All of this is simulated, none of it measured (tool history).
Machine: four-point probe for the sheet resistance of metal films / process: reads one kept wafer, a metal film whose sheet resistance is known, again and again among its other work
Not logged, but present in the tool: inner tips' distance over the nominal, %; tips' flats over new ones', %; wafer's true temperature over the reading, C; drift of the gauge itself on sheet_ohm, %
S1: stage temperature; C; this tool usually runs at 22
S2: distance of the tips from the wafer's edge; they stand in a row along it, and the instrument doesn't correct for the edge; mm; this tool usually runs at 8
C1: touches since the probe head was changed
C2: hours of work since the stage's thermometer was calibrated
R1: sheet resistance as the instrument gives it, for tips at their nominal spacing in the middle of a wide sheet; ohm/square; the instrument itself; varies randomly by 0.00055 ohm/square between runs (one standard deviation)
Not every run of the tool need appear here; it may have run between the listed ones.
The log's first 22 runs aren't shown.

Run 23, hour 1370.4: usual settings but S1 33 C, S2 58 mm; C1 31419; C2 302. Result: R1 2.730741 ohm/square.
Run 24, hour 1407.7: usual settings but S1 31 C, S2 10 mm; C1 33363; C2 331. Result: R1 2.735277 ohm/square.
Run 25, hour 1454.7: usual settings but S1 31 C, S2 10 mm; C1 35807; C2 368. Result: R1 2.735653 ohm/square.
Run 26, hour 1521.7: usual settings but S1 27 C, S2 19 mm; C1 39300; C2 422. Result: R1 2.732409 ohm/square.
Run 27, hour 1597.2: usual settings but S1 23 C, S2 12 mm; C1 43228; C2 481. Result: R1 2.733432 ohm/square.
Run 28, hour 1637.3: usual settings but S1 23 C, S2 12 mm; C1 45314; C2 513. Result: R1 2.734385 ohm/square.
Run 29, hour 1702.1: usual settings but S1 23 C, S2 12 mm; C1 48692; C2 565. Result: R1 2.734158 ohm/square.
Run 30, hour 1755: usual settings but S1 21 C, S2 49 mm; C1 51444; C2 607. Result: R1 2.730677 ohm/square.
Run 31, hour 1804.3: usual settings but S1 21 C, S2 12 mm; C1 54011; C2 646. Result: R1 2.734211 ohm/square.
Run 32, hour 1881.6: usual settings but S1 21 C, S2 12 mm; C1 58034; C2 707. Result: R1 2.733738 ohm/square.
Run 33, hour 1920: usual settings but S1 21 C, S2 12 mm; C1 60035; C2 737. Result: R1 2.733283 ohm/square.

The next listed run, before its measurement:
Run 34, hour 1974.5: usual settings but S1 28 C, S2 11 mm; C1 62872; C2 781. Result: R1 ?.

Run 34 measured R1 2.733006 ohm/square.
On a tool with no hidden condition, and with the same random variation, this run would have come out at R1 2.748942 ohm/square.

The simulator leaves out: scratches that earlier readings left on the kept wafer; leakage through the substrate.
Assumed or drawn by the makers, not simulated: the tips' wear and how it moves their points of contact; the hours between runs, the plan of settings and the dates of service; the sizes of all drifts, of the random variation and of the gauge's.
